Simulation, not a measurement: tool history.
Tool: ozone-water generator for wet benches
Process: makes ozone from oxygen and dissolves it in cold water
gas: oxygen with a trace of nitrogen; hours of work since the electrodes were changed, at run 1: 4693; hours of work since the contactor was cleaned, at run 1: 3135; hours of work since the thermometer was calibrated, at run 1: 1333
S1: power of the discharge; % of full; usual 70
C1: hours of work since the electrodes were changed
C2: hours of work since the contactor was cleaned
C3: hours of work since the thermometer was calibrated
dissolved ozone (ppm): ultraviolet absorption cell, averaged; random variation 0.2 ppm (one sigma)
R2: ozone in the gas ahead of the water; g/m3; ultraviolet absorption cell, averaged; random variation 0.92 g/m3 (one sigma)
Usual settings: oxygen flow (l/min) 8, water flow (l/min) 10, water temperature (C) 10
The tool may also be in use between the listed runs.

Run 1, hour 0: usual settings; C1 4693; C2 3135; C3 1333. Result: dissolved ozone (ppm) 24.8, R2 141.1 g/m3.
Run 2, hour 174.5: usual settings; C1 4806; C2 3248; C3 1447. Result: dissolved ozone (ppm) 25.3, R2 140.1 g/m3.
Run 3, hour 367.3: usual settings; C1 4932; C2 3374; C3 1573. Result: dissolved ozone (ppm) 25.2, R2 140.7 g/m3.
Run 4, hour 479.2: usual settings; C1 5005; C2 3447; C3 1646. Result: dissolved ozone (ppm) 25.1, R2 138.2 g/m3.
Run 5, hour 622: usual settings; C1 5098; C2 3540; C3 1739. Result: dissolved ozone (ppm) 24.8, R2 139 g/m3.
Run 6, hour 720.3: usual settings but oxygen flow (l/min) 12.89; C1 5162; C2 3604; C3 1803. Result: dissolved ozone (ppm) 24.4, R2 118.1 g/m3.
Run 7, hour 842.2: usual settings; C1 5242; C2 3684; C3 1882. Result: dissolved ozone (ppm) 24.6, R2 137.8 g/m3.
Run 8, hour 952.1: usual settings; C1 5314; C2 3756; C3 1954. Result: dissolved ozone (ppm) 24.7, R2 138.8 g/m3.
Run 9, hour 1065.1: usual settings; C1 5387; C2 3829; C3 2028. Result: dissolved ozone (ppm) 24.9, R2 137.4 g/m3.
Run 10, hour 1176.2: usual settings; C1 5460; C2 3902; C3 2100. Result: dissolved ozone (ppm) 24.4, R2 137.8 g/m3.
Run 11, hour 1316.2: usual settings; C1 5551; C2 3993; C3 2192. Result: dissolved ozone (ppm) 24.7, R2 135.6 g/m3.
Run 12, hour 1477.9: usual settings but S1 88 % of full; C1 5657; C2 4099; C3 2297. Result: dissolved ozone (ppm) 28.4, R2 159 g/m3.

Run 13 comes next. What will it give?
Run 13, hour 1659.2: usual settings but S1 88 % of full; C1 5775; C2 4217; C3 2415. Result: dissolved ozone (ppm) ?, R2 ?.

Run 13 gave dissolved ozone (ppm) 28.7, R2 159.4 g/m3.
Without the tool's hidden state the same run would have given dissolved ozone (ppm) 34.4, R2 184.2 g/m3.
